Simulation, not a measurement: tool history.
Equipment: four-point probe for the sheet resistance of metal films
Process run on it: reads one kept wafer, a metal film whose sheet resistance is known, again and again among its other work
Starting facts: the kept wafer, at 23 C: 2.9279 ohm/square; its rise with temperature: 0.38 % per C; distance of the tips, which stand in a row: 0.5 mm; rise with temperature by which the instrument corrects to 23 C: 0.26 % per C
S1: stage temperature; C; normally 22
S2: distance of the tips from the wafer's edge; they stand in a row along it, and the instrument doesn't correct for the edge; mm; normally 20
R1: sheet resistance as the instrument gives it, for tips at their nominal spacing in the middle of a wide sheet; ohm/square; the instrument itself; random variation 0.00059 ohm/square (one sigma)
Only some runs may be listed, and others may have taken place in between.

run   hour  S1  S2        R1
  1      0  22  20  2.902413
  2    113  22  20  2.900121
  3  167.6  22  20  2.898966
  4  282.5  22  20  2.896006
  5  352.8  22  20  2.894433
  6  422.8  22  20  2.892687
  7  487.7  22  20  2.890952
  8  552.8  22  20  2.890607
  9  662.2  26  32  2.899626
 10  741.6  27  24  2.901582
     752.1  -- stage's thermometer calibrated
 11  809.4  27  24   2.90077

Estimate the outcome of run 12 from the log above:
 12  907.8  23  17   ?

{"run 12": {"R1": 2.885468}}
Minus the tool's unlogged condition, the same run would have read R1 2.928952 ohm/square.
